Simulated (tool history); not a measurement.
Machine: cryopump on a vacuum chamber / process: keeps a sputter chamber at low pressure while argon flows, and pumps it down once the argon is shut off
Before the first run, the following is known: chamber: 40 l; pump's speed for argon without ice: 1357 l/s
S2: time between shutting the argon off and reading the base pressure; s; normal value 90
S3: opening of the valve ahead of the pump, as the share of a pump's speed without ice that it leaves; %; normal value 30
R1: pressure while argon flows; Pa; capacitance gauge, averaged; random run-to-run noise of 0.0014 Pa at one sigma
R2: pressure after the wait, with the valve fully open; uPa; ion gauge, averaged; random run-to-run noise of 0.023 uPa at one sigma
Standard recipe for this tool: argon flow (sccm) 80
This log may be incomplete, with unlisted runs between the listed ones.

{"run": 1, "day": 0.0, "argon flow (sccm)": 80, "S2": 90, "S3": 30, "R1": 0.3477, "R2": 1.4}
{"run": 2, "day": 1.175, "argon flow (sccm)": 80, "S2": 90, "S3": 40, "R1": 0.2691, "R2": 1.41}
{"run": 3, "day": 2.779, "argon flow (sccm)": 80, "S2": 135, "S3": 30, "R1": 0.3559, "R2": 1.27}
{"day": 4.354, "done": "leaking fittings of the chamber tightened, without venting"}
{"run": 4, "day": 5.183, "argon flow (sccm)": 80, "S2": 90, "S3": 30, "R1": 0.3559, "R2": 0.82}
{"run": 5, "day": 7.058, "argon flow (sccm)": 80, "S2": 90, "S3": 30, "R1": 0.3525, "R2": 0.86}
{"run": 6, "day": 8.892, "argon flow (sccm)": 80, "S2": 90, "S3": 53, "R1": 0.2111, "R2": 0.87}
{"run": 7, "day": 10.525, "argon flow (sccm)": 80, "S2": 90, "S3": 53, "R1": 0.2109, "R2": 0.9}
{"run": 8, "day": 12.004, "argon flow (sccm)": 80, "S2": 90, "S3": 41, "R1": 0.2689, "R2": 0.88}
{"run": 9, "day": 13.946, "argon flow (sccm)": 80, "S2": 90, "S3": 41, "R1": 0.2698, "R2": 0.87}
{"run": 10, "day": 15.012, "argon flow (sccm)": 131, "S2": 90, "S3": 41, "R1": 0.4384, "R2": 0.91}
{"run": 11, "day": 17.025, "argon flow (sccm)": 41, "S2": 90, "S3": 30, "R1": 0.186, "R2": 0.87}
{"run": 12, "day": 19.025, "argon flow (sccm)": 41, "S2": 52, "S3": 30, "R1": 0.186, "R2": 1.31}
{"run": 13, "day": 20.996, "argon flow (sccm)": 80, "S2": 90, "S3": 30, "R1": 0.3627, "R2": 0.92}
{"run": 14, "day": 22.083, "argon flow (sccm)": 80, "S2": 128, "S3": 30, "R1": 0.3638, "R2": 0.79}
{"run": 15, "day": 24.175, "argon flow (sccm)": 80, "S2": 128, "S3": 30, "R1": 0.3657, "R2": 0.85}
{"run": 16, "day": 25.729, "argon flow (sccm)": 80, "S2": 128, "S3": 30, "R1": 0.366, "R2": 0.82}
{"run": 17, "day": 26.838, "argon flow (sccm)": 34, "S2": 128, "S3": 30, "R1": 0.1567, "R2": 0.8}
{"run": 18, "day": 29.025, "argon flow (sccm)": 79, "S2": 52, "S3": 26, "R1": 0.416, "R2": 1.39}
{"day": 30.625, "done": "pump warmed up, emptied and cooled again"}
{"run": 19, "day": 31.079, "argon flow (sccm)": 90, "S2": 262, "S3": 30, "R1": 0.3766, "R2": 0.51}
{"run": 20, "day": 33.196, "argon flow (sccm)": 90, "S2": 262, "S3": 30, "R1": 0.3738, "R2": 0.55}
{"run": 21, "day": 34.175, "argon flow (sccm)": 69, "S2": 53, "S3": 16, "R1": 0.5423, "R2": 1.26}
{"run": 22, "day": 35.117, "argon flow (sccm)": 69, "S2": 53, "S3": 16, "R1": 0.5435, "R2": 1.33}
{"run": 23, "day": 36.354, "argon flow (sccm)": 80, "S2": 49, "S3": 55, "R1": 0.185, "R2": 1.35}
{"run": 24, "day": 38.008, "argon flow (sccm)": 140, "S2": 90, "S3": 18, "R1": 0.9719, "R2": 0.9}
{"run": 25, "day": 38.967, "argon flow (sccm)": 140, "S2": 51, "S3": 18, "R1": 0.9743, "R2": 1.34}
{"run": 26, "day": 40.821, "argon flow (sccm)": 56, "S2": 219, "S3": 16, "R1": 0.4387, "R2": 0.62}
{"run": 27, "day": 42.304, "argon flow (sccm)": 56, "S2": 219, "S3": 16, "R1": 0.4383, "R2": 0.58}
{"run": 28, "day": 43.867, "argon flow (sccm)": 138, "S2": 91, "S3": 30, "R1": 0.5861, "R2": 0.94}
{"run": 29, "day": 44.983, "argon flow (sccm)": 108, "S2": 196, "S3": 50, "R1": 0.2796, "R2": 0.65}
{"run": 30, "day": 46.25, "argon flow (sccm)": 129, "S2": 68, "S3": 23, "R1": 0.7109, "R2": 1.12}
{"run": 31, "day": 48.221, "argon flow (sccm)": 80, "S2": 85, "S3": 34, "R1": 0.3017, "R2": 1.02}
{"run": 32, "day": 50.171, "argon flow (sccm)": 33, "S2": 30, "S3": 30, "R1": 0.1412, "R2": 2.13}

Forecast run 33:
{"run": 33, "day": 51.358, "argon flow (sccm)": 73, "S2": 218, "S3": 46, "R1": "?", "R2": "?"}

{"run 33": {"R1": 0.2068, "R2": 0.65}}
Without the tool's hidden state the same run would have given R1 0.1967 Pa, R2 0.44 uPa.

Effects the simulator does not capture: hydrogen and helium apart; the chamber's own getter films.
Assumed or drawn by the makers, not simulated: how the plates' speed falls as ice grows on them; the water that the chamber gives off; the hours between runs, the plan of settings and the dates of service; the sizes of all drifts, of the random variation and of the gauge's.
